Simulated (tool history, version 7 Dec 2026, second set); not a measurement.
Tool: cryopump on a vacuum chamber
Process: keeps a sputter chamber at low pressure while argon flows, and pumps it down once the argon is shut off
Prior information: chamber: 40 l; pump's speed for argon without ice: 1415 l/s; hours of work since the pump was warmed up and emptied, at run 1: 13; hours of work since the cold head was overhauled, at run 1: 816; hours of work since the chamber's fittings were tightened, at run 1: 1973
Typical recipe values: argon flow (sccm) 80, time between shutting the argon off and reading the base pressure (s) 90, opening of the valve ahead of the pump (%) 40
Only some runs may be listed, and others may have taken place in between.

run   hour  argon flow (sccm)  time between shutting the argon off and reading the base pressure (s)  opening of the valve ahead of the pump (%)  hours of work since the pump was warmed up and emptied  hours of work since the cold head was overhauled  hours of work since the chamber's fittings were tightened  pressure while argon flows (Pa)  pressure after the wait (uPa)
  1    0.0                 80                                                                     90                                          40                                                      13                                               816                                                       1973                           0.2417                           1.07
  2   27.5                 80                                                                     90                                          40                                                      38                                               841                                                       1998                           0.2422                           1.10
  3   54.7                 80                                                                     90                                          40                                                      62                                               865                                                       2022                           0.2451                           1.13
  4   75.8                 80                                                                     90                                          40                                                      81                                               884                                                       2041                           0.2409                           1.09
  5  102.8                 80                                                                     90                                          40                                                     106                                               908                                                       2065                           0.2435                           1.15
  6  116.8                 90                                                                     90                                          40                                                     118                                               921                                                       2078                           0.2726                           1.15
  7  137.8                 90                                                                     90                                          40                                                     137                                               940                                                       2097                           0.2747                           1.10
  8  159.7                 80                                                                     74                                          17                                                     157                                               959                                                       2116                           0.5672                           1.28
  9  183.7                 80                                                                     74                                          17                                                     178                                               981                                                       2138                           0.5678                           1.25
 10  199.9                 80                                                                     74                                          17                                                     193                                               996                                                       2152                           0.5669                           1.26
 11  221.9                 80                                                                     74                                          17                                                     212                                              1015                                                       2172                           0.5701                           1.29
 12  244.8                 80                                                                     90                                          31                                                     233                                              1036                                                       2192                           0.3149                           1.15

Forecast each of these 3 alternatives for the next run:
  A  270.7                106                                                                     90                                          40                                                     256                                              1059                                                       2216                                ?                              ?
  B  270.7                 74                                                                     75                                          31                                                     256                                              1059                                                       2216                                ?                              ?
  C  270.7                 81                                                                     34                                          46                                                     256                                              1059                                                       2216                                ?                              ?

run  pressure while argon flows (Pa)  pressure after the wait (uPa)
  A                           0.3273                           1.17
  B                           0.2924                           1.29
  C                           0.2190                           2.08
With no hidden state in the tool, these same runs would have given:
run  pressure while argon flows (Pa)  pressure after the wait (uPa)
  A                           0.3168                           0.78
  B                           0.2851                           0.90
  C                           0.2109                           1.69

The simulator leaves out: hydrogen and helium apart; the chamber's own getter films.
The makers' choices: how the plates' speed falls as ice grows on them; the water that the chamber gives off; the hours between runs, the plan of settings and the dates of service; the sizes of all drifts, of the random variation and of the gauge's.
